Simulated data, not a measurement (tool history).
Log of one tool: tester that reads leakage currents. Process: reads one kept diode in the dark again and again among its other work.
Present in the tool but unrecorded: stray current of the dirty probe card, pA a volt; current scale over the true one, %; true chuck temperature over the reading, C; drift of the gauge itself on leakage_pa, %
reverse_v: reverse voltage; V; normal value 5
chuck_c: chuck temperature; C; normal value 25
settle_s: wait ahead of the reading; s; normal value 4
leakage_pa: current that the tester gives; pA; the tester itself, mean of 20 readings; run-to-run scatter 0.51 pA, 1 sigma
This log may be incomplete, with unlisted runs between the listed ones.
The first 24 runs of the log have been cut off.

run	day	reverse_v	chuck_c	settle_s	hours of work since the probe card was cleaned	hours of work since the tester was calibrated	hours of work since the chuck was calibrated	leakage_pa
25	53.642	4.24	25	4	2449	99	1677	141.53
26	56.75	4.24	25	4	2484	133	1711	142.77
27	59.017	11.23	53	0.48	2509	158	1736	1748.48
28	60.6	5	25	0.79	2526	176	1754	154.26
29	62.304	5	38	2.09	2545	195	1773	418.77
30	64.542	8.97	38	2.09	2570	220	1798	536.41
31	66.079	1.49	30	0.39	2587	237	1815	133.98
32	69.112	1.49	30	0.39	2621	270	1848	133.81

Predict each of these 3 candidate next runs independently; none follows another, all start after run 32:
A	72.171	10	29	4.43	2655	304	1882	?
B	72.171	5	22	4	2655	304	1882	?
C	72.171	7.44	37	3.59	2655	304	1882	?

run	leakage_pa
A	282.46
B	118.41
C	455.72
What these runs would have given with no unlogged condition in the tool:
run	leakage_pa
A	312.65
B	130.77
C	513.9

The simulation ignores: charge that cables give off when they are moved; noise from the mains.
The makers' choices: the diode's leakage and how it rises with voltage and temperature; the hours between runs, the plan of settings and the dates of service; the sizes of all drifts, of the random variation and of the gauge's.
